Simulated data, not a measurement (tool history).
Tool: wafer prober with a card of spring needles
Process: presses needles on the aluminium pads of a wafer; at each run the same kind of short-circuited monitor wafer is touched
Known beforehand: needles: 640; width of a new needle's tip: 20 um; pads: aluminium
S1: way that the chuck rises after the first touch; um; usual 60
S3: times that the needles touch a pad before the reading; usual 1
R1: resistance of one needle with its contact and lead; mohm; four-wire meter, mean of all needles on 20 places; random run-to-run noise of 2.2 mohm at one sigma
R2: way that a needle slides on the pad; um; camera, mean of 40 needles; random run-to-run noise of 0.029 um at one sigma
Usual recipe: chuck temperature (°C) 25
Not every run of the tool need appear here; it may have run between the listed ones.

run 1 hour=0 | S1=60 chuck_temperature_(°C)=25 S3=1 | R1=595 R2=14.8
-- hour=13.7 tips cleaned on abrasive film
run 2 hour=28.3 | S1=60 chuck_temperature_(°C)=25 S3=1 | R1=526 R2=14.82
-- hour=46.1 tips cleaned on abrasive film
run 3 hour=54.4 | S1=60 chuck_temperature_(°C)=25 S3=1 | R1=459 R2=14.79
-- hour=79.1 tips cleaned on abrasive film
run 4 hour=80.5 | S1=60 chuck_temperature_(°C)=25 S3=1 | R1=317 R2=14.75
run 5 hour=106.6 | S1=60 chuck_temperature_(°C)=25 S3=1 | R1=620 R2=14.74
-- hour=111.2 tips cleaned on abrasive film
run 6 hour=123.5 | S1=60 chuck_temperature_(°C)=25 S3=1 | R1=515 R2=14.74
-- hour=143.5 tips cleaned on abrasive film
run 7 hour=148.2 | S1=60 chuck_temperature_(°C)=25 S3=1 | R1=390 R2=14.64
-- hour=151.6 height of the first contact set anew
run 8 hour=174.1 | S1=43 chuck_temperature_(°C)=25 S3=1 | R1=912 R2=10.91
-- hour=176.5 tips cleaned on abrasive film
run 9 hour=188.5 | S1=41 chuck_temperature_(°C)=87 S3=1 | R1=719 R2=10.43
-- hour=210 tips cleaned on abrasive film
run 10 hour=211.4 | S1=47 chuck_temperature_(°C)=65 S3=2 | R1=337 R2=11.94
run 11 hour=224.7 | S1=54 chuck_temperature_(°C)=25 S3=3 | R1=382 R2=13.69
-- hour=242.1 tips cleaned on abrasive film
run 12 hour=242.4 | S1=54 chuck_temperature_(°C)=25 S3=3 | R1=278 R2=13.7
run 13 hour=254.4 | S1=48 chuck_temperature_(°C)=52 S3=3 | R1=400 R2=12.12

Pick out some run-to-run changes in R1. Of each, how much would a tool without hidden state show as well, from the settings, what came in and chance, and how much is left for the hidden state and any gauge scatter not in both results compared?
What the log doesn't record here: debris on the tips, nm; way that the needles fall short of the set height, um; tips' diameter, um; drift of the gauge itself on contact_mohm, %; drift of the gauge itself on scrub_um, %.
Run 7 -> 8: S1 60 -> 43, height of the first contact set anew. R1 +522 mohm: hidden state +513, all else +9.
